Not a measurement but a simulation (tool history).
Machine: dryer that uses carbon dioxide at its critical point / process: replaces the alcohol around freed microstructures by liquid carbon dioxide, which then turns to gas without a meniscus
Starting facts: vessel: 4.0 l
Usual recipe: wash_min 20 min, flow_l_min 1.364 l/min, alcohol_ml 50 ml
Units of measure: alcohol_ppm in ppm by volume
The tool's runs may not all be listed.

run   hour  wash_min  flow_l_min  alcohol_ml  alcohol_ppm
  1    0.0        20       1.364          50           47
  2   10.6        20       1.364          50           39
  3   20.3        20       0.910          50          254
  4   26.2        20       1.364          50           51
  5   37.4        20       1.364          50           58
  6   49.9        20       0.820          50          374
  7   62.0        20       0.820          50          371
  8   72.5        20       0.820          50          394
  9   81.1        20       0.820          50          403
 10   91.5        20       1.364          92           80
 11  103.0        20       1.364          92           95
 12  109.0        29       1.364          50           25
 13  121.1        29       1.364          50           35
 14  133.9        29       1.364          50           36
 15  148.1        30       1.364          50           38
 16  156.0        20       1.364          50           82
 17  165.9        20       1.364          50           85
 18  177.1        20       1.364          50           80
 19  190.2        20       1.364          50           84
 20  196.1        20       1.364          50           88
 21  209.7        20       1.364          50           85
 22  216.1        20       1.364          50           87
 23  229.2        20       1.364          29           70
 24  236.4        20       2.060          59           57
 25  243.0        12       1.230         110         1332
 26  256.6        27       1.290         120           75
     260.1  -- inlet filter changed
 27  270.7        17       1.120         120          475
 28  284.8        20       1.070          50          160
 29  295.9        20       1.070          50          164
 30  309.4        30       1.290          97           66
 31  321.4        30       1.290          97           70
 32  328.0        30       1.290          97           72
 33  335.4        18       0.840          20          250
 34  346.2        23       0.980          51          155
 35  359.6        23       1.660          33           73
 36  369.3        20       1.640          50           86
 37  383.0        20       1.364          59          118
 38  391.3        20       1.364          59          122
 39  398.7        20       1.364          59          117
 40  412.0        20       1.364          59          127
 41  423.4        20       1.250          70          173
 42  430.9        26       1.820          62           92
 43  440.0        15       1.120          50          438
 44  450.6        15       1.230         117          643
 45  460.4        15       1.040          50          551
 46  472.2        28       1.950          54           92

Below, each run's measurement less what the same run would have read without the hidden state. Both values contain the same run-to-run variation, but the gauge's scatter may not be the same in both:
Hidden state present: flow that reaches the vessel past the clogged filter, %; alcohol in the recycled carbon dioxide, ppm; drift of the gauge itself on alcohol_ppm, %.
run  alcohol_ppm
  1          +11
  2          +12
  3          +33
  4          +16
  5          +18
  6          +56
  7          +62
  8          +69
  9          +73
 10          +38
 11          +40
 12          +25
 13          +28
 14          +30
 15          +32
 16          +46
 17          +48
 18          +49
 19          +55
 20          +56
 21          +58
 22          +60
 23          +55
 24          +49
 25         +370
 26          +62
 27          +62
 28          +59
 29          +63
 30          +60
 31          +62
 32          +64
 33          +76
 34          +77
 35          +68
 36          +72
 37          +80
 38          +81
 39          +83
 40          +87
 41          +99
 42          +81
 43         +146
 44         +195
 45         +170
 46          +87

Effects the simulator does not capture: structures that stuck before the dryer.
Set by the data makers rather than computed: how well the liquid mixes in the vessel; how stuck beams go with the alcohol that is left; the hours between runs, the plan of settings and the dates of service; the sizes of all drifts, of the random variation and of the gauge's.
